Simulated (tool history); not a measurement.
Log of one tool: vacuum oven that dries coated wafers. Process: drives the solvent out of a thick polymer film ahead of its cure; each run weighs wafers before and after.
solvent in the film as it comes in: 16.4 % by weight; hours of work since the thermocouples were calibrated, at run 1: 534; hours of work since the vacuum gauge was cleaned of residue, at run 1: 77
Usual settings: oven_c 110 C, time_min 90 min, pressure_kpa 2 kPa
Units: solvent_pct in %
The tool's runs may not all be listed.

run	hour	oven_c	time_min	pressure_kpa	hours of work since the thermocouples were calibrated	hours of work since the vacuum gauge was cleaned of residue	solvent_pct
1	0	110	90	2	534	77	2.01
2	11.7	123	90	2	541	83	0.85
3	23.3	123	90	2	547	90	0.87
4	35.9	110	90	2	554	96	2.02
5	42.6	110	90	2	558	100	2
6	50.1	110	90	2	562	104	2.01
7	62.7	110	90	1.37	569	111	1.72
8	72.7	110	90	1.37	574	116	1.72
9	84.8	122	90	2	581	123	0.9
10	94.2	122	90	6.65	586	128	2.49
11	104	110	90	2	591	133	2.03
12	111.2	110	90	2	595	137	2.03
13	118	110	90	2	599	141	2.03
14	128	114	90	2	604	147	1.52
15	133.7	114	90	2	607	150	1.52
16	140.5	114	90	2	611	153	1.54
17	150.3	114	90	2	616	159	1.54
18	157.1	110	123	2	620	162	1.43
19	168.4	110	90	2	626	169	2.05
20	174.8	110	90	2	630	172	2
21	180.4	110	90	2	633	175	2.03
22	190	110	90	2	638	180	2.03
23	196.2	110	90	2	641	184	2.02
24	205.1	110	90	2	646	189	2.03
25	212.9	113	80	6.42	650	193	3.82
26	226	110	85	2.52	657	200	2.45
27	237.2	110	85	2.52	664	206	2.42
# hour 240: vacuum gauge cleaned of residue and calibrated
28	246.1	110	85	2.52	668	3	2.45
29	258.2	117	78	1.67	674	10	1.37
30	269	110	63	1.24	680	16	2.81
31	274.7	100	63	1.24	683	19	4.96
32	282.8	101	59	4.44	688	23	6.67
33	290.9	109	49	5.45	692	28	5.8
34	296.8	109	49	5.45	695	31	5.82
35	306.1	109	49	5.45	700	36	5.81
# hour 309.5: vacuum gauge cleaned of residue and calibrated, once more
36	318.3	105	56	1.9	706	5	4.61
37	327.5	103	90	4.97	711	10	4.83
38	335.3	103	90	4.97	715	14	4.84
39	347	105	77	1.85	722	20	3.26
40	354.4	110	45	5.57	726	25	5.88
41	365.5	110	45	5.57	732	31	5.85
42	371.1	110	45	5.57	735	34	5.88
43	377.4	99	46	3.15	738	37	7.45
44	386.3	104	46	3.15	743	42	6.28
45	398.1	124	79	4.37	750	48	1.62
46	408.9	124	68	1.16	755	54	0.74

4 ways to go on from here, each from the tool as it stands after run 46. What would each give?
A	418.2	110	90	2.94	761	59	?
B	418.2	107	90	2	761	59	?
C	418.2	119	68	3.17	761	59	?
D	418.2	106	84	2.79	761	59	?

run	solvent_pct
A	2.45
B	2.42
C	1.91
D	3.23
Without the tool's hidden state the same runs would have given:
run	solvent_pct
A	2.61
B	2.6
C	2.04
D	3.44

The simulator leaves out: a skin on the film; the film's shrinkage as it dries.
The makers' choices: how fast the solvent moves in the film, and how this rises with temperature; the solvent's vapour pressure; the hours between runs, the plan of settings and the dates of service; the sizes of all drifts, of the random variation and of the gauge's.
